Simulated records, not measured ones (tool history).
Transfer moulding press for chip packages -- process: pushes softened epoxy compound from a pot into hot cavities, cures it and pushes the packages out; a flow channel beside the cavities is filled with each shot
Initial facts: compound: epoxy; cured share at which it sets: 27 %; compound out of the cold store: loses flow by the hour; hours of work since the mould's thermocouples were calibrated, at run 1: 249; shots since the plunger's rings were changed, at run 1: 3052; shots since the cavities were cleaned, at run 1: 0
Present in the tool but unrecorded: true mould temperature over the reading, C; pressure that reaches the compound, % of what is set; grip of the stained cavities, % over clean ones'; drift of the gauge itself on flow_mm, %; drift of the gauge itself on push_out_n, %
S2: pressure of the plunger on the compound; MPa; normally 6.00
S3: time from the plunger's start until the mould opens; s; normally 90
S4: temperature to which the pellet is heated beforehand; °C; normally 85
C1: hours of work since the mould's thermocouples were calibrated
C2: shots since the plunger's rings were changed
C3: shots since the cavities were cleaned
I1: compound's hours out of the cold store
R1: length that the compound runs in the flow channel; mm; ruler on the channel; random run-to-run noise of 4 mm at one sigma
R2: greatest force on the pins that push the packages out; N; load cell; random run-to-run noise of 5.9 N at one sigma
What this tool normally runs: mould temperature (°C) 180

Run 1, day 0.000: usual settings; C1 249; C2 3052; C3 0; I1 19.9. Result: R1 651 mm, R2 221 N.
Run 2, day 0.521: usual settings; C1 257; C2 3222; C3 170; I1 11.4. Result: R1 672 mm, R2 220 N.
Run 3, day 1.042: usual settings; C1 266; C2 3393; C3 341; I1 30.8. Result: R1 626 mm, R2 217 N.
Run 4, day 1.812: usual settings but S4 80 °C; C1 278; C2 3645; C3 593; I1 24.0. Result: R1 641 mm, R2 228 N.
At day 2.238: cavities cleaned with cleaning compound and waxed.
Run 5, day 2.383: usual settings but S4 80 °C; C1 286; C2 3812; C3 47; I1 35.9. Result: R1 619 mm, R2 215 N.
Run 6, day 2.933: usual settings but S4 80 °C; C1 295; C2 3992; C3 227; I1 23.5. Result: R1 640 mm, R2 224 N.
Run 7, day 3.454: usual settings; C1 303; C2 4163; C3 398; I1 31.9. Result: R1 636 mm, R2 221 N.
At day 4.012: plunger's sealing rings changed.
Run 8, day 4.404: usual settings; C1 316; C2 129; C3 676; I1 35.6. Result: R1 617 mm, R2 219 N.
At day 4.617: cavities cleaned with cleaning compound and waxed.
Run 9, day 5.304: usual settings; C1 330; C2 402; C3 225; I1 23.5. Result: R1 633 mm, R2 225 N.
Run 10, day 5.758: usual settings; C1 337; C2 551; C3 374; I1 36.8. Result: R1 616 mm, R2 222 N.
Run 11, day 6.212: usual settings but mould temperature (°C) 187; C1 344; C2 700; C3 523; I1 41.9. Result: R1 595 mm, R2 191 N.
Run 12, day 6.667: usual settings but mould temperature (°C) 184, S2 5.53 MPa, S3 98 s, S4 84 °C; C1 351; C2 850; C3 673; I1 36.3. Result: R1 579 mm, R2 190 N.
At day 6.858: cavities cleaned with cleaning compound and waxed.
Run 13, day 7.333: usual settings but mould temperature (°C) 184, S2 5.53 MPa, S3 98 s, S4 84 °C; C1 361; C2 1047; C3 156; I1 42.4. Result: R1 576 mm, R2 187 N.
Run 14, day 7.783: usual settings but mould temperature (°C) 184, S2 5.53 MPa, S3 98 s, S4 84 °C; C1 368; C2 1194; C3 303; I1 31.9. Result: R1 586 mm, R2 193 N.
Run 15, day 8.683: usual settings but mould temperature (°C) 184, S2 5.53 MPa, S3 98 s, S4 75 °C; C1 382; C2 1489; C3 598; I1 9.6. Result: R1 634 mm, R2 196 N.
At day 9.108: cavities cleaned with cleaning compound and waxed.
Run 16, day 9.579: usual settings but mould temperature (°C) 179, S2 6.67 MPa, S3 81 s, S4 76 °C; C1 395; C2 1762; C3 154; I1 16.8. Result: R1 691 mm, R2 289 N.
Run 17, day 10.021: usual settings but mould temperature (°C) 175, S2 6.27 MPa, S3 100 s, S4 87 °C; C1 402; C2 1906; C3 298; I1 35.3. Result: R1 644 mm, R2 242 N.
Run 18, day 10.412: usual settings but S3 73 s; C1 409; C2 2035; C3 427; I1 43.1. Result: R1 609 mm, R2 312 N.
Run 19, day 11.100: usual settings but S3 73 s; C1 419; C2 2259; C3 651; I1 42.6. Result: R1 599 mm, R2 307 N.
At day 11.362: cavities cleaned with cleaning compound and waxed.
Run 20, day 11.979: usual settings but S3 73 s; C1 432; C2 2528; C3 202; I1 40.9. Result: R1 604 mm, R2 313 N.

Consider 3 possible next runs. They are alternatives, not a sequence: every one starts from the tool as it was left by run 20. What does each give?
Run A, day 12.562: usual settings but S2 5.51 MPa, S3 110 s, S4 82 °C; C1 442; C2 2718; C3 392; I1 26.5. Result: R1 ?, R2 ?.
Run B, day 12.562: usual settings but mould temperature (°C) 186, S3 114 s, S4 79 °C; C1 442; C2 2718; C3 392; I1 38.6. Result: R1 ?, R2 ?.
Run C, day 12.562: usual settings but S2 5.62 MPa, S4 94 °C; C1 442; C2 2718; C3 392; I1 23.9. Result: R1 ?, R2 ?.

run   R1   R2
  A  609  199
  B  599  184
  C  623  224
Had the tool no hidden state, the same runs would have come out as:
run   R1   R2
  A  609  197
  B  599  182
  C  623  222
